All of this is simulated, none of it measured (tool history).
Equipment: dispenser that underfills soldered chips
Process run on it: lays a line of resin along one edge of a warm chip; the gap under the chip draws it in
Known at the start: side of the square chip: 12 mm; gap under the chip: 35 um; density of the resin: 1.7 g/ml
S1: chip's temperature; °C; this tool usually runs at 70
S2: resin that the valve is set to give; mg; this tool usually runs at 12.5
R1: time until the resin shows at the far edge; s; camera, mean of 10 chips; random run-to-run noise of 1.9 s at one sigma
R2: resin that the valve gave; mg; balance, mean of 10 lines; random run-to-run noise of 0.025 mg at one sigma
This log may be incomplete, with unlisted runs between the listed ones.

| run | hour | S1 | S2 | R1 | R2 |
|---|---|---|---|---|---|
| 1 | 0 | 70 | 12.5 | 262.5 | 12.31 |
|  | 3.2 | new syringe of resin |
| 2 | 5.6 | 70 | 12.5 | 209.6 | 12.34 |
| 3 | 11.5 | 70 | 12.5 | 293.7 | 12.25 |
|  | 12.7 | new syringe of resin |
| 4 | 17.9 | 70 | 12.5 | 247.3 | 12.26 |
|  | 21.7 | new syringe of resin |
| 5 | 22.1 | 73 | 12.5 | 167 | 12.26 |
|  | 25.3 | dispensing valve cleaned and set on the balance |
| 6 | 27.5 | 73 | 12.5 | 209.7 | 12.44 |
| 7 | 30.5 | 73 | 12.5 | 246.5 | 12.47 |
|  | 31.8 | new syringe of resin |
| 8 | 34.4 | 73 | 12.5 | 180.9 | 12.43 |
| 9 | 39.9 | 76 | 15 | 221.5 | 14.96 |
|  | 41.1 | new syringe of resin |
| 10 | 44.5 | 72 | 14.9 | 198.2 | 14.84 |
|  | 50.4 | new syringe of resin |
| 11 | 50.4 | 72 | 14.9 | 160.4 | 14.8 |
| 12 | 54.7 | 83 | 11.9 | 138.7 | 11.8 |
| 13 | 57.4 | 64 | 12 | 349 | 11.89 |

Below are 4 alternative next runs, each starting from the tool's condition after run 13. Predict each:
|  | 59.4 | new syringe of resin |
| A | 60.5 | 69 | 12 | ? | ? |
|  | 59.4 | new syringe of resin |
| B | 60.5 | 64 | 13.6 | ? | ? |
|  | 59.4 | new syringe of resin |
| C | 60.5 | 58 | 11.9 | ? | ? |
|  | 59.4 | new syringe of resin |
| D | 60.5 | 79 | 12.2 | ? | ? |

| run | R1 | R2 |
|---|---|---|
| A | 204.7 | 11.86 |
| B | 246.3 | 13.48 |
| C | 319.8 | 11.78 |
| D | 135.7 | 12.09 |
The same runs, with their run-to-run variation unchanged, on a tool lacking any hidden condition would have given:
| run | R1 | R2 |
|---|---|---|
| A | 198.4 | 11.98 |
| B | 239.2 | 13.61 |
| C | 310.9 | 11.9 |
| D | 131.2 | 12.21 |
